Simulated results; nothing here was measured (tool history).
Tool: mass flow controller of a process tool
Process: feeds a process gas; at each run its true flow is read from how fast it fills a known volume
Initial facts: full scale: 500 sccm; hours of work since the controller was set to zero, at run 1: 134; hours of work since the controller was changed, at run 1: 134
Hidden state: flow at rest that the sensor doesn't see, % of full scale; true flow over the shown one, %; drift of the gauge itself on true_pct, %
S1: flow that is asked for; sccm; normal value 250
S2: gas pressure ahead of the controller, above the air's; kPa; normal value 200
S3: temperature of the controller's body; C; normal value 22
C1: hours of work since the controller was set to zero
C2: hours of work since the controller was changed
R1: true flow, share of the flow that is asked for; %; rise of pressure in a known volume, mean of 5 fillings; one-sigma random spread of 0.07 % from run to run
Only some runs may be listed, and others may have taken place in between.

run	hour	S1	S2	S3	C1	C2	R1
1	0.0	250	200	22	134	134	98.60
2	32.6	250	200	22	147	147	98.67
3	65.0	250	200	22	159	159	98.56
4	112.8	250	200	22	178	178	98.46
5	188.4	250	200	22	207	207	98.30
6	241.2	250	200	22	228	228	98.45
7	300.6	250	200	22	251	251	98.23
8	363.8	250	200	22	275	275	98.09
9	413.9	65	258	29	295	295	96.43
10	448.3	250	142	22	308	308	97.73
11	517.5	100	150	23	335	335	96.57
12	588.6	250	164	34	362	362	96.32
13	654.5	250	164	34	388	388	96.27
14	693.6	105	143	22	403	403	96.47
15	751.9	105	162	33	426	426	95.23

Predict each of these 4 candidate next runs independently; none follows another, all start after run 15:
A	807.5	156	141	22	447	447	?
B	807.5	90	255	39	447	447	?
C	807.5	241	157	26	447	447	?
D	807.5	105	165	22	447	447	?

run	R1
A	96.52
B	95.00
C	96.87
D	96.48
What these runs would have given with no unlogged condition in the tool:
run	R1
A	97.43
B	95.89
C	97.78
D	97.39

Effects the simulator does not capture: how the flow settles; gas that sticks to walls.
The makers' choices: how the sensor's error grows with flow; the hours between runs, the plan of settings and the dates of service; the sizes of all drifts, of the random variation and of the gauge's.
